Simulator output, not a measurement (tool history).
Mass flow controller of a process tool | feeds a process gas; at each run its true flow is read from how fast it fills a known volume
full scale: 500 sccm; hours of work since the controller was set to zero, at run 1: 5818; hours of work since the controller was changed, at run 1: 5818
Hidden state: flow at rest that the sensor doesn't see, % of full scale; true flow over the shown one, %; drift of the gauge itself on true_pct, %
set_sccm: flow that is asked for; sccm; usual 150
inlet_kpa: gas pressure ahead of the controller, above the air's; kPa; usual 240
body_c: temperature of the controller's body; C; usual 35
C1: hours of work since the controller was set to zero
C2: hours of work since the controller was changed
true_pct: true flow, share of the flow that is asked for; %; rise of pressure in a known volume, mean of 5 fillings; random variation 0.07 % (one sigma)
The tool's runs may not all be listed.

{"run": 1, "hour": 0.0, "set_sccm": 150, "inlet_kpa": 240, "body_c": 35, "C1": 5818, "C2": 5818, "true_pct": 98.41}
{"run": 2, "hour": 130.7, "set_sccm": 150, "inlet_kpa": 240, "body_c": 22, "C1": 5896, "C2": 5896, "true_pct": 99.69}
{"run": 3, "hour": 381.8, "set_sccm": 150, "inlet_kpa": 240, "body_c": 27, "C1": 6045, "C2": 6045, "true_pct": 99.06}
{"run": 4, "hour": 589.8, "set_sccm": 150, "inlet_kpa": 240, "body_c": 27, "C1": 6169, "C2": 6169, "true_pct": 98.96}
{"run": 5, "hour": 788.8, "set_sccm": 150, "inlet_kpa": 240, "body_c": 27, "C1": 6288, "C2": 6288, "true_pct": 98.97}
{"run": 6, "hour": 922.3, "set_sccm": 150, "inlet_kpa": 240, "body_c": 27, "C1": 6367, "C2": 6367, "true_pct": 98.92}
{"run": 7, "hour": 1100.2, "set_sccm": 150, "inlet_kpa": 240, "body_c": 35, "C1": 6473, "C2": 6473, "true_pct": 98.24}
{"run": 8, "hour": 1274.4, "set_sccm": 150, "inlet_kpa": 231, "body_c": 35, "C1": 6577, "C2": 6577, "true_pct": 98.01}
{"run": 9, "hour": 1512.0, "set_sccm": 81, "inlet_kpa": 240, "body_c": 35, "C1": 6718, "C2": 6718, "true_pct": 97.9}
{"run": 10, "hour": 1681.2, "set_sccm": 150, "inlet_kpa": 240, "body_c": 35, "C1": 6819, "C2": 6819, "true_pct": 98.26}
{"run": 11, "hour": 1875.8, "set_sccm": 150, "inlet_kpa": 262, "body_c": 28, "C1": 6935, "C2": 6935, "true_pct": 98.68}
{"run": 12, "hour": 2122.4, "set_sccm": 224, "inlet_kpa": 200, "body_c": 33, "C1": 7082, "C2": 7082, "true_pct": 98.17}
{"hour": 2205.4, "done": "controller's zero set anew"}
{"run": 13, "hour": 2250.7, "set_sccm": 224, "inlet_kpa": 245, "body_c": 30, "C1": 27, "C2": 7158, "true_pct": 98.54}
{"run": 14, "hour": 2456.8, "set_sccm": 103, "inlet_kpa": 201, "body_c": 30, "C1": 150, "C2": 7280, "true_pct": 97.99}
{"run": 15, "hour": 2690.1, "set_sccm": 80, "inlet_kpa": 275, "body_c": 32, "C1": 289, "C2": 7419, "true_pct": 98.1}
{"run": 16, "hour": 2835.9, "set_sccm": 64, "inlet_kpa": 275, "body_c": 26, "C1": 375, "C2": 7506, "true_pct": 98.6}
{"run": 17, "hour": 2965.4, "set_sccm": 64, "inlet_kpa": 224, "body_c": 24, "C1": 452, "C2": 7583, "true_pct": 98.36}
{"hour": 2999.1, "done": "gauge calibrated"}
{"run": 18, "hour": 3138.6, "set_sccm": 156, "inlet_kpa": 249, "body_c": 35, "C1": 556, "C2": 7686, "true_pct": 98.55}
{"run": 19, "hour": 3252.6, "set_sccm": 156, "inlet_kpa": 249, "body_c": 35, "C1": 623, "C2": 7754, "true_pct": 98.32}
{"run": 20, "hour": 3463.0, "set_sccm": 234, "inlet_kpa": 212, "body_c": 23, "C1": 749, "C2": 7879, "true_pct": 99.53}

Hidden state at the last listed run before each entry between runs and at the first one after, where it differs:
Between runs 12 and 13: controller's zero set anew (hour 2205.4)
  flow at rest that the sensor doesn't see, % of full scale: -0.005 -> 0; drift of the gauge itself on true_pct, %: -0.51 -> -0.54
  measured less the result without the state, true_pct: -0.5 -> -0.52 %
Between runs 17 and 18: gauge calibrated (hour 2999.1)
  drift of the gauge itself on true_pct, %: -0.71 -> -0.03
  measured less the result without the state, true_pct: -0.69 -> -0.02 %
